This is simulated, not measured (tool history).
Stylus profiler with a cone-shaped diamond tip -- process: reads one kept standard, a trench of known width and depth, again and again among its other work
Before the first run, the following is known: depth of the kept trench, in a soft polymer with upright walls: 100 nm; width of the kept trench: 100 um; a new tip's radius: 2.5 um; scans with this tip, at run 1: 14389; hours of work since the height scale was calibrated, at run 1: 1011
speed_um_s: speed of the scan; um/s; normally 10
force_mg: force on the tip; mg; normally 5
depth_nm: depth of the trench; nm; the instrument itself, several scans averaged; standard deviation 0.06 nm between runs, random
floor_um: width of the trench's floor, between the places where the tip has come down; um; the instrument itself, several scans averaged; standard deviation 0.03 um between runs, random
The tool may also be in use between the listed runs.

run,day,speed_um_s,force_mg,scans with this tip,hours of work since the height scale was calibrated,depth_nm,floor_um
1,0,10,5,14389,1011,101.76,98.55
# day 1.562: new tip fitted, height scale calibrated
2,3.571,10,5,390,27,101.81,98.56
3,5.062,10,1.78,680,48,100.94,98.54
4,8.375,10,3.84,1321,93,101.68,98.55
5,10.829,10,3.84,1798,126,101.54,98.59
6,13.296,10,5,2276,160,101.83,98.59
7,14.746,10,2.76,2557,180,101.3,98.53
8,17.538,10,7.59,3098,218,102.43,98.53
9,21.042,10,5,3778,265,101.74,98.56
10,23.829,6,5,4318,303,101.8,98.51
11,26.871,6,5,4908,345,101.83,98.57

Run 12 has not been measured yet. What should we expect?
12,28.575,29,5.19,5238,368,?,?

depth_nm: 101.84 nm
floor_um: 98.48 um
Were there no unlogged condition in the tool, this run, its random variation unchanged, would have produced depth_nm 101.85 nm, floor_um 98.48 um.
